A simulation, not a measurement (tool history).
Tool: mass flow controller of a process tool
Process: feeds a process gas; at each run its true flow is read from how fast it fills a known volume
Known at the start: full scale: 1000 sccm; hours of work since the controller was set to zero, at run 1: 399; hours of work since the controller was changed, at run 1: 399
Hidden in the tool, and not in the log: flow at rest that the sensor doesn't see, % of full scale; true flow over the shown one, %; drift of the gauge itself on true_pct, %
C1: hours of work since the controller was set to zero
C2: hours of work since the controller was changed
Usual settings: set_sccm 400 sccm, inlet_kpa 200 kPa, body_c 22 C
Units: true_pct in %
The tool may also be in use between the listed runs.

{"run": 1, "hour": 0.0, "set_sccm": 400, "inlet_kpa": 200, "body_c": 22, "C1": 399, "C2": 399, "true_pct": 98.68}
{"run": 2, "hour": 220.7, "set_sccm": 400, "inlet_kpa": 200, "body_c": 24, "C1": 501, "C2": 501, "true_pct": 98.63}
{"run": 3, "hour": 336.6, "set_sccm": 400, "inlet_kpa": 200, "body_c": 24, "C1": 555, "C2": 555, "true_pct": 98.64}
{"run": 4, "hour": 560.5, "set_sccm": 400, "inlet_kpa": 200, "body_c": 22, "C1": 659, "C2": 659, "true_pct": 98.59}
{"run": 5, "hour": 732.1, "set_sccm": 535, "inlet_kpa": 200, "body_c": 22, "C1": 738, "C2": 738, "true_pct": 98.95}
{"run": 6, "hour": 929.2, "set_sccm": 535, "inlet_kpa": 217, "body_c": 22, "C1": 829, "C2": 829, "true_pct": 98.92}
{"run": 7, "hour": 1120.8, "set_sccm": 535, "inlet_kpa": 217, "body_c": 27, "C1": 918, "C2": 918, "true_pct": 98.86}
{"run": 8, "hour": 1220.4, "set_sccm": 535, "inlet_kpa": 187, "body_c": 27, "C1": 964, "C2": 964, "true_pct": 98.77}
{"run": 9, "hour": 1353.4, "set_sccm": 535, "inlet_kpa": 187, "body_c": 27, "C1": 1026, "C2": 1026, "true_pct": 98.75}
{"run": 10, "hour": 1477.7, "set_sccm": 400, "inlet_kpa": 200, "body_c": 22, "C1": 1083, "C2": 1083, "true_pct": 98.66}
{"run": 11, "hour": 1672.8, "set_sccm": 400, "inlet_kpa": 200, "body_c": 22, "C1": 1174, "C2": 1174, "true_pct": 98.74}
{"run": 12, "hour": 1806.0, "set_sccm": 400, "inlet_kpa": 200, "body_c": 31, "C1": 1235, "C2": 1235, "true_pct": 98.38}
{"run": 13, "hour": 2012.8, "set_sccm": 523, "inlet_kpa": 226, "body_c": 22, "C1": 1331, "C2": 1331, "true_pct": 98.99}
{"hour": 2023.0, "done": "controller's zero set anew"}
{"run": 14, "hour": 2185.5, "set_sccm": 523, "inlet_kpa": 226, "body_c": 22, "C1": 75, "C2": 1411, "true_pct": 99.14}
{"run": 15, "hour": 2379.0, "set_sccm": 215, "inlet_kpa": 186, "body_c": 22, "C1": 165, "C2": 1500, "true_pct": 98.9}
{"run": 16, "hour": 2563.1, "set_sccm": 205, "inlet_kpa": 220, "body_c": 23, "C1": 250, "C2": 1585, "true_pct": 98.96}
{"run": 17, "hour": 2740.9, "set_sccm": 608, "inlet_kpa": 196, "body_c": 34, "C1": 332, "C2": 1668, "true_pct": 98.74}
{"run": 18, "hour": 2896.2, "set_sccm": 567, "inlet_kpa": 145, "body_c": 34, "C1": 404, "C2": 1740, "true_pct": 98.6}
{"run": 19, "hour": 3113.5, "set_sccm": 416, "inlet_kpa": 145, "body_c": 34, "C1": 505, "C2": 1840, "true_pct": 98.48}
{"hour": 3205.2, "done": "controller's zero set anew, once more"}
{"run": 20, "hour": 3205.2, "set_sccm": 400, "inlet_kpa": 271, "body_c": 22, "C1": 0, "C2": 1883, "true_pct": 98.29}

How the hidden state differs across the entries between the runs, from the last listed run before each to the first after it:
Between runs 13 and 14: controller's zero set anew (hour 2023)
  flow at rest that the sensor doesn't see, % of full scale: 0.162 -> 0.251; true flow over the shown one, %: -0.29 -> -0.31
  measured less the result without the state, true_pct: +0.01 -> +0.17 %
Between runs 19 and 20: controller's zero set anew, once more (hour 3205.2)
  flow at rest that the sensor doesn't see, % of full scale: 0.301 -> 0.018; true flow over the shown one, %: -0.41 -> -0.42
  measured less the result without the state, true_pct: +0.32 -> -0.38 %
